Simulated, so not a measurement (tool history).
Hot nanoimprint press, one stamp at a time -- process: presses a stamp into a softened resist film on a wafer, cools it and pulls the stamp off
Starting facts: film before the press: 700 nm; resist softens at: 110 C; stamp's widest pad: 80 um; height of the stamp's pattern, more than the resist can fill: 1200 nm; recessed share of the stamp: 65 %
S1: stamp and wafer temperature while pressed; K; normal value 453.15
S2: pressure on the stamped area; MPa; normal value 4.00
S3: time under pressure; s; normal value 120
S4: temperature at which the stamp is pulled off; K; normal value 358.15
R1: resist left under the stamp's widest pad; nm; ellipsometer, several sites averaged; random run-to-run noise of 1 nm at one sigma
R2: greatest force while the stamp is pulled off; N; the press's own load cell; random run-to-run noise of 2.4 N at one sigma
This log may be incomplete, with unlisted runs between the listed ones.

run,hour,S1,S2,S3,S4,R1,R2
1,0.0,453.15,4.00,120,358.15,329.4,109
2,3.9,453.15,4.00,120,358.15,329.9,113
3,12.8,453.15,4.00,120,358.15,329.5,113
4,18.4,453.15,4.00,120,358.15,329.8,117
5,23.1,453.15,4.00,120,358.15,329.0,120
6,31.4,453.15,4.00,120,358.15,328.9,120
7,37.4,453.15,2.83,120,358.15,390.5,121
8,43.5,453.15,4.00,128,356.15,323.7,127
9,47.8,453.15,4.00,95,356.15,355.8,133
# hour 51.6: plate thermocouple calibrated
10,56.4,441.15,4.00,120,358.15,519.5,128
11,65.2,458.15,4.59,169,363.15,220.0,105
12,73.8,458.15,4.59,169,363.15,219.4,108
# hour 79.3: plate thermocouple calibrated, once more
13,83.8,443.15,4.00,120,351.15,471.7,143

Difference, measured minus no-hidden-state, one row per run. Run-to-run variation is common to both terms; the gauge's own scatter need not be:
What the log doesn't record here: true temperature over the reading, C; pressure that arrives at the usual setting, %; grip of the stamp's worn release coat, % over a new coat's; drift of the gauge itself on residual_nm, %; drift of the gauge itself on pull_off_n, %.
run,R1,R2
1,+8.7,+3
2,+8.7,+4
3,+9.0,+5
4,+9.1,+6
5,+9.2,+7
6,+9.3,+8
7,+9.6,+9
8,+9.5,+11
9,+10.1,+13
10,+12.3,+14
11,+7.8,+13
12,+7.9,+14
13,+0.0,+17
